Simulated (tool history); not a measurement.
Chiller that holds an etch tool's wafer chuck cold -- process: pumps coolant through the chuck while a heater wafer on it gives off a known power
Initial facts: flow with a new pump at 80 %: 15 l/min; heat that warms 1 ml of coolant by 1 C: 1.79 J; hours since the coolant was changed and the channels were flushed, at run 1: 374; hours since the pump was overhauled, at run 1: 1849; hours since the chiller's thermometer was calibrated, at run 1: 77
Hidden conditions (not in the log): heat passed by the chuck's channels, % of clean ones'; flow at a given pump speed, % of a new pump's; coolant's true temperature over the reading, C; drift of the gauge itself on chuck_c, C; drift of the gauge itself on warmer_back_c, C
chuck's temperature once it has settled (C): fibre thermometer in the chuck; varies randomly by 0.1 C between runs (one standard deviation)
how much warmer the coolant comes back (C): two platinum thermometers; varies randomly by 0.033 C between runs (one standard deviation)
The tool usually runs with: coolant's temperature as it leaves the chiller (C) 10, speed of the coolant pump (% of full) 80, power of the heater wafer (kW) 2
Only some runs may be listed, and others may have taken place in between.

run	day	coolant's temperature as it leaves the chiller (C)	speed of the coolant pump (% of full)	power of the heater wafer (kW)	hours since the coolant was changed and the channels were flushed	hours since the pump was overhauled	hours since the chiller's thermometer was calibrated	chuck's temperature once it has settled (C)	how much warmer the coolant comes back (C)
1	0	10	80	2	374	1849	77	23	4.44
2	2.871	10	80	1.749	442	1918	146	21.4	3.93
3	4.183	10	80	1.749	474	1949	178	21.5	3.86
4	6.908	10	80	1.749	539	2015	243	21.5	3.96
5	9.821	10	80	1.039	609	2085	313	16.6	2.31
6	12.671	10	79	2	678	2153	381	23.3	4.53
7	15.521	10	79	2	746	2221	450	23.3	4.5
8	18.771	2	80	2	824	2299	528	15.2	4.5
9	22.029	10	96	2	902	2378	606	21	3.65
10	24.504	10	80	2.216	962	2437	665	24.3	4.9
11	26.492	10	80	2.216	1009	2485	713	24.4	4.96
12	28.45	9	64	2	1056	2532	760	25	5.67
13	30.017	10	80	1.924	1094	2569	798	22.6	4.36
14	33.088	6	84	2.685	1168	2643	871	22.8	5.67
15	36.104	10	65	2	1240	2715	944	26	5.56
16	38.329	10	65	2	1293	2769	997	25.8	5.59
17	40.233	10	65	2	1339	2815	1043	25.9	5.57
18	43.158	0	69	1.067	1409	2885	1113	8	2.85
19	44.992	14	81	1.097	1453	2929	1157	21.1	2.4
20	46.888	8	81	1.097	1499	2974	1203	15.2	2.46
21	48.671	16	72	2	1542	3017	1245	30.4	4.98
22	51.217	16	72	2	1603	3078	1306	30.3	5.05

Here are 4 independent what-if runs from the current tool condition. What would each one return?
A	53.838	16	80	2	1666	3141	1369	?	?
B	53.838	10	90	1.743	1666	3141	1369	?	?
C	53.838	4	68	2.026	1666	3141	1369	?	?
D	53.838	17	97	2	1666	3141	1369	?	?

run	chuck's temperature once it has settled (C)	how much warmer the coolant comes back (C)
A	29	4.44
B	20.2	3.4
C	19.4	5.43
D	28.1	3.61
The same runs, with their run-to-run variation unchanged, on a tool lacking any hidden condition would have given:
run	chuck's temperature once it has settled (C)	how much warmer the coolant comes back (C)
A	29	4.44
B	20.2	3.4
C	19.4	5.43
D	28.1	3.61
